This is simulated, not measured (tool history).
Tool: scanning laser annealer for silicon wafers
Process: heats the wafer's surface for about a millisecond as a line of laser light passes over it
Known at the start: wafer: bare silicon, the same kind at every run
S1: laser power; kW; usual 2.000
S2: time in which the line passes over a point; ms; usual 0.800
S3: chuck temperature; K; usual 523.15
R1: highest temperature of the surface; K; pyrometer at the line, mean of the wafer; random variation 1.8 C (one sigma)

{"run": 1, "day": 0.0, "S1": 2.0, "S2": 0.8, "S3": 523.15, "R1": 1280.15}
{"day": 0.162, "done": "window over the wafer cleaned"}
{"run": 2, "day": 0.262, "S1": 2.0, "S2": 0.741, "S3": 523.15, "R1": 1236.15}
{"run": 3, "day": 0.521, "S1": 2.0, "S2": 0.741, "S3": 551.15, "R1": 1268.15}
{"run": 4, "day": 0.879, "S1": 2.0, "S2": 0.733, "S3": 551.15, "R1": 1261.15}
{"run": 5, "day": 1.046, "S1": 2.0, "S2": 0.733, "S3": 551.15, "R1": 1259.15}
{"run": 6, "day": 1.208, "S1": 2.0, "S2": 0.733, "S3": 551.15, "R1": 1260.15}
{"run": 7, "day": 1.367, "S1": 2.0, "S2": 0.733, "S3": 551.15, "R1": 1258.15}
{"run": 8, "day": 1.696, "S1": 2.0, "S2": 0.733, "S3": 551.15, "R1": 1260.15}
{"run": 9, "day": 1.988, "S1": 2.0, "S2": 0.733, "S3": 551.15, "R1": 1261.15}
{"day": 2.171, "done": "window over the wafer cleaned, once more"}
{"run": 10, "day": 2.292, "S1": 2.0, "S2": 0.733, "S3": 551.15, "R1": 1287.15}
{"run": 11, "day": 2.596, "S1": 2.0, "S2": 0.8, "S3": 523.15, "R1": 1297.15}
{"run": 12, "day": 2.758, "S1": 2.0, "S2": 0.922, "S3": 523.15, "R1": 1357.15}
{"run": 13, "day": 2.942, "S1": 2.0, "S2": 0.922, "S3": 523.15, "R1": 1360.15}
{"run": 14, "day": 3.312, "S1": 2.0, "S2": 0.922, "S3": 523.15, "R1": 1355.15}
{"run": 15, "day": 3.479, "S1": 2.0, "S2": 0.8, "S3": 497.15, "R1": 1270.15}
{"run": 16, "day": 3.833, "S1": 2.0, "S2": 0.8, "S3": 513.15, "R1": 1287.15}
{"run": 17, "day": 4.212, "S1": 1.805, "S2": 0.81, "S3": 553.15, "R1": 1254.15}

Forecast run 18:
{"run": 18, "day": 4.446, "S1": 1.903, "S2": 0.672, "S3": 520.15, "R1": "?"}

Run 18 gave R1 1191.15 K.
Without the tool's hidden state the same run would have given R1 1197.15 K.
